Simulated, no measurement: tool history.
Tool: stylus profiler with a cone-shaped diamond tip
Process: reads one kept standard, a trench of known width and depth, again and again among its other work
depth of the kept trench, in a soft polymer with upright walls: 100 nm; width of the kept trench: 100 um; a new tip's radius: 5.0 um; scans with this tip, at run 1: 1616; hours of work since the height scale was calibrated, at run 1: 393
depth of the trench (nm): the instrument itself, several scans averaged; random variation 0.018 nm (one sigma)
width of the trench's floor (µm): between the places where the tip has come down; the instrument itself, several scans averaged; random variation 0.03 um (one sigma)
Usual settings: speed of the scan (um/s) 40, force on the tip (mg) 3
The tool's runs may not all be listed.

| run | hour | speed of the scan (um/s) | force on the tip (mg) | scans with this tip | hours of work since the height scale was calibrated | depth of the trench (nm) | width of the trench's floor (µm) |
|---|---|---|---|---|---|---|---|
| 1 | 0 | 40 | 3 | 1616 | 393 | 100.75 | 97.75 |
| 2 | 10.4 | 40 | 3 | 1640 | 399 | 100.71 | 97.71 |
| 3 | 21.2 | 40 | 1.91 | 1665 | 405 | 100.6 | 97.75 |
| 4 | 32.9 | 40 | 4.76 | 1692 | 412 | 100.96 | 97.8 |
| 5 | 43 | 40 | 4.76 | 1716 | 417 | 100.99 | 97.76 |
| 6 | 61.1 | 40 | 1.06 | 1757 | 428 | 100.43 | 97.66 |
| 7 | 77.4 | 30 | 3 | 1795 | 437 | 100.73 | 97.76 |
| 8 | 92.3 | 30 | 3 | 1830 | 445 | 100.75 | 97.75 |
| 9 | 110.9 | 40 | 3 | 1873 | 456 | 100.78 | 97.7 |
| 10 | 133.4 | 40 | 3 | 1925 | 468 | 100.78 | 97.72 |
| 11 | 153.7 | 41 | 3 | 1972 | 480 | 100.77 | 97.74 |
| 12 | 165.1 | 40 | 3 | 1999 | 486 | 100.76 | 97.75 |
| 13 | 187.1 | 40 | 1.06 | 2050 | 499 | 100.44 | 97.66 |
| 14 | 200.5 | 40 | 1.06 | 2081 | 506 | 100.49 | 97.59 |
| 15 | 223.9 | 40 | 1.15 | 2135 | 519 | 100.49 | 97.64 |
| 16 | 234.4 | 40 | 1.15 | 2160 | 525 | 100.51 | 97.64 |
|  | 236.8 | height scale calibrated on a step standard |
| 17 | 253.1 | 20 | 6.75 | 2202 | 9 | 101.28 | 97.8 |
| 18 | 275 | 18 | 6.48 | 2253 | 22 | 101.25 | 97.8 |
|  | 283.5 | height scale calibrated on a step standard, once more |
| 19 | 294.9 | 77 | 2.45 | 2298 | 6 | 100.59 | 97.53 |
| 20 | 306.7 | 77 | 2.45 | 2325 | 13 | 100.56 | 97.54 |
| 21 | 317.7 | 153 | 2.67 | 2351 | 19 | 100.63 | 97.24 |
| 22 | 328 | 21 | 4.18 | 2374 | 25 | 100.83 | 97.71 |
| 23 | 339.2 | 33 | 3.3 | 2400 | 31 | 100.71 | 97.71 |
| 24 | 357 | 33 | 3.3 | 2442 | 41 | 100.74 | 97.71 |
| 25 | 373.3 | 13 | 2.33 | 2479 | 51 | 100.58 | 97.77 |
| 26 | 385 | 28 | 3 | 2507 | 57 | 100.68 | 97.67 |

The next listed run, before its measurement:
| 27 | 399.8 | 22 | 2.09 | 2541 | 66 | ? | ? |

Run 27 gave depth of the trench (nm) 100.58, width of the trench's floor (µm) 97.72.
Without the tool's hidden state the same run would have given depth of the trench (nm) 100.51, width of the trench's floor (µm) 97.92.
